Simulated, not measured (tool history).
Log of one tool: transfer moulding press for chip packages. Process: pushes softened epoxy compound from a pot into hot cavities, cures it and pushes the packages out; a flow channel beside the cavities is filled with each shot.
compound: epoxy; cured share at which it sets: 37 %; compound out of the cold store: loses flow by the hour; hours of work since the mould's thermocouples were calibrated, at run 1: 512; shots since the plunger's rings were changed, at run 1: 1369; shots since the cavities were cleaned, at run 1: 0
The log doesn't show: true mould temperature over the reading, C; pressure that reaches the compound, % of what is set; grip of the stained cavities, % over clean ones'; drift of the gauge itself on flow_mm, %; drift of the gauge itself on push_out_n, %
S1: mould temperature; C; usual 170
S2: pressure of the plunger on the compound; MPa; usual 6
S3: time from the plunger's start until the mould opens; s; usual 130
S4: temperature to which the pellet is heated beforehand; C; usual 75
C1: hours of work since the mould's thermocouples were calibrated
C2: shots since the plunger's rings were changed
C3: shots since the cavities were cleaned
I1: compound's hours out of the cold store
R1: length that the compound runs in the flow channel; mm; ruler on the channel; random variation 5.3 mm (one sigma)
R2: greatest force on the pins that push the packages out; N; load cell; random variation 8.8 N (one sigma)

Run 1, day 0: usual settings; C1 512; C2 1369; C3 0; I1 22.8. Result: R1 588 mm, R2 406 N.
Run 2, day 1.883: usual settings; C1 533; C2 1689; C3 320; I1 35.2. Result: R1 561 mm, R2 492 N.
Run 3, day 3.292: usual settings but S1 169 C; C1 548; C2 1928; C3 559; I1 16.9. Result: R1 601 mm, R2 549 N.
At day 4.662: cavities cleaned with cleaning compound and waxed.
Run 4, day 4.662: usual settings but S1 169 C; C1 562; C2 2150; C3 0; I1 42.2. Result: R1 534 mm, R2 397 N.
Run 5, day 6.675: usual settings but S1 169 C; C1 584; C2 2493; C3 343; I1 39.9. Result: R1 538 mm, R2 487 N.
Run 6, day 7.829: usual settings but S1 169 C; C1 597; C2 2689; C3 539; I1 39.3. Result: R1 540 mm, R2 530 N.
At day 9.288: cavities cleaned with cleaning compound and waxed.
Run 7, day 9.421: usual settings but S1 169 C; C1 614; C2 2948; C3 22; I1 23.3. Result: R1 566 mm, R2 416 N.
At day 11.338: mould's thermocouples calibrated.
Run 8, day 11.338: usual settings but S1 169 C; C1 0; C2 3261; C3 335; I1 30.5. Result: R1 561 mm, R2 523 N.
Run 9, day 13.279: usual settings but S1 169 C; C1 21; C2 3590; C3 664; I1 32.5. Result: R1 546 mm, R2 579 N.
At day 14.108: cavities cleaned with cleaning compound and waxed.
Run 10, day 15.908: usual settings but S1 169 C; C1 49; C2 4026; C3 305; I1 10.9. Result: R1 605 mm, R2 534 N.
Run 11, day 17.429: usual settings but S3 126 s; C1 66; C2 4285; C3 564; I1 10. Result: R1 586 mm, R2 582 N.
At day 18.867: cavities cleaned with cleaning compound and waxed.
Run 12, day 18.996: usual settings but S3 126 s; C1 82; C2 4541; C3 22; I1 47.3. Result: R1 502 mm, R2 425 N.
Run 13, day 21.483: usual settings but S3 126 s; C1 110; C2 4964; C3 445; I1 21. Result: R1 565 mm, R2 556 N.
At day 23.558: cavities cleaned with cleaning compound and waxed.
Run 14, day 23.771: usual settings but S1 171 C; C1 134; C2 5341; C3 36; I1 44. Result: R1 507 mm, R2 397 N.
Run 15, day 25.2: usual settings but S1 171 C; C1 149; C2 5585; C3 280; I1 36.6. Result: R1 514 mm, R2 443 N.
Run 16, day 26.879: usual settings but S1 164 C, S2 4.8 MPa, S3 160 s, S4 77 C; C1 168; C2 5870; C3 565; I1 20. Result: R1 507 mm, R2 553 N.
At day 28.275: cavities cleaned with cleaning compound and waxed.
Run 17, day 29.025: usual settings but S1 164 C, S2 6.03 MPa, S3 160 s, S4 84 C; C1 191; C2 6224; C3 127; I1 44.6. Result: R1 505 mm, R2 424 N.
At day 30.788: plunger's sealing rings changed.
Run 18, day 31.412: usual settings but S1 164 C, S2 4.7 MPa, S3 160 s, S4 79 C; C1 216; C2 106; C3 515; I1 17.7. Result: R1 554 mm, R2 510 N.
At day 33.025: cavities cleaned with cleaning compound and waxed.
Run 19, day 33.767: usual settings but S1 177 C, S2 5.79 MPa, S3 133 s, S4 71 C; C1 241; C2 495; C3 126; I1 30.1. Result: R1 563 mm, R2 349 N.
Run 20, day 35.183: usual settings but S1 164 C, S2 7.35 MPa, S4 73 C; C1 256; C2 737; C3 368; I1 36. Result: R1 640 mm, R2 665 N.
Run 21, day 37.533: usual settings but S1 164 C, S2 7.35 MPa, S4 73 C; C1 282; C2 1136; C3 767; I1 34.6. Result: R1 635 mm, R2 785 N.
At day 37.762: cavities cleaned with cleaning compound and waxed.
Run 22, day 39.933: usual settings but S1 164 C, S2 7.35 MPa, S4 73 C; C1 307; C2 1533; C3 369; I1 29.4. Result: R1 657 mm, R2 707 N.
Run 23, day 41.896: usual settings but S1 163 C, S2 5.7 MPa, S3 128 s, S4 76 C; C1 329; C2 1866; C3 702; I1 36. Result: R1 553 mm, R2 848 N.
At day 42.604: cavities cleaned with cleaning compound and waxed.
Run 24, day 43.667: usual settings but S1 166 C, S2 7.01 MPa, S3 128 s, S4 76 C; C1 347; C2 2157; C3 181; I1 40.7. Result: R1 589 mm, R2 550 N.
Run 25, day 44.888: usual settings but S1 166 C, S2 7.01 MPa, S3 128 s, S4 76 C; C1 361; C2 2364; C3 388; I1 41.8. Result: R1 589 mm, R2 599 N.
At day 47.308: cavities cleaned with cleaning compound and waxed.
Run 26, day 47.612: usual settings but S3 132 s, S4 72 C; C1 390; C2 2817; C3 52; I1 9.6. Result: R1 606 mm, R2 441 N.
Run 27, day 49.792: usual settings but S2 5.19 MPa, S3 122 s, S4 72 C; C1 414; C2 3187; C3 422; I1 25.2. Result: R1 532 mm, R2 565 N.

Run 28 comes next. What will it give?
At day 52.029: cavities cleaned with cleaning compound and waxed.
Run 28, day 52.408: usual settings but S1 169 C, S3 118 s, S4 68 C; C1 442; C2 3621; C3 64; I1 35.1. Result: R1 ?, R2 ?.

R1: 540 mm
R2: 520 N
Without the tool's hidden state the same run would have given R1 574 mm, R2 510 N.
